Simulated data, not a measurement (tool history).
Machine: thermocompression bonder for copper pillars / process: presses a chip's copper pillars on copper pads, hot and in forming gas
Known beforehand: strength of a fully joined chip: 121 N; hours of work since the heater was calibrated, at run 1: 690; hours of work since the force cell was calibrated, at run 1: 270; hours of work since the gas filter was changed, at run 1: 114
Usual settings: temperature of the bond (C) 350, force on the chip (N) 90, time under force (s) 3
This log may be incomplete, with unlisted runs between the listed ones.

run,hour,temperature of the bond (C),force on the chip (N),time under force (s),hours of work since the heater was calibrated,hours of work since the force cell was calibrated,hours of work since the gas filter was changed,force that shears a chip off (N)
1,0,350,90,3,690,270,114,57.8
2,6.4,350,90,3,694,273,118,57.7
3,20.2,350,90,3,702,282,126,57.9
4,32.3,340,90,3,709,289,134,51.7
5,43.1,340,90,3,716,296,140,52.5
6,55.5,350,90,3,723,303,148,56.6
7,67.5,350,90,3,731,310,155,57.5
8,79.6,350,94,3,738,318,162,58
9,85.5,350,94,3,741,321,166,59.3
10,97.4,350,90,3,749,328,173,57.3
11,109.2,350,90,3,756,336,180,57.9
12,118.8,350,90,2,762,341,186,48.8
13,133.1,350,90,3,770,350,195,57.5
14,139.3,350,95,3,774,354,198,59.4
15,147.3,350,95,3,779,359,203,59.5
16,157.3,350,95,3,785,365,209,58.7
17,171.6,350,95,3,794,373,218,58.1
18,183.6,350,95,2,801,381,225,50.2
19,192.3,350,95,2,806,386,230,51.1
20,205.8,350,133,2,814,394,239,64.8
21,215.7,350,90,2,820,400,245,48.4
22,222.8,350,90,2,824,404,249,48.2
23,237,350,61,2,833,413,257,36.2
24,246.2,350,61,2,839,418,263,36.1
25,256.1,329,67,5,845,424,269,43.9
26,263.2,329,67,5,849,429,273,44.8
27,275.9,350,90,3,857,436,281,57
28,286.3,321,63,4,863,443,287,34.8
29,300.7,353,83,3,872,451,296,55.4
30,311.4,348,58,6,878,458,302,52.3
31,323.1,348,58,6,885,465,310,51.2
32,337.2,348,58,6,894,474,318,51.8
33,349.3,348,58,6,901,481,325,52
34,359.3,348,78,5,907,487,331,59.4
# hour 370.8: forming gas filter changed
35,372.7,348,67,7,915,495,1,61.3
36,381.9,355,67,7,920,500,7,66.6
37,395.2,347,105,3,928,508,15,61.9
38,404.6,327,72,3,934,514,20,38.4
39,410.8,354,130,8,938,518,24,94.5
40,422,354,130,8,945,524,31,96.9

Forecast each of these 4 alternatives for the next run:
A,434.6,348,130,3,952,532,39,?
B,434.6,354,133,8,952,532,39,?
C,434.6,334,130,5,952,532,39,?
D,434.6,354,122,8,952,532,39,?

run,force that shears a chip off (N)
A,72
B,96.4
C,74.2
D,93.2
Stripped of hidden state, with their random variation kept, the same runs would have yielded:
run,force that shears a chip off (N)
A,74
B,98.2
C,76.3
D,95
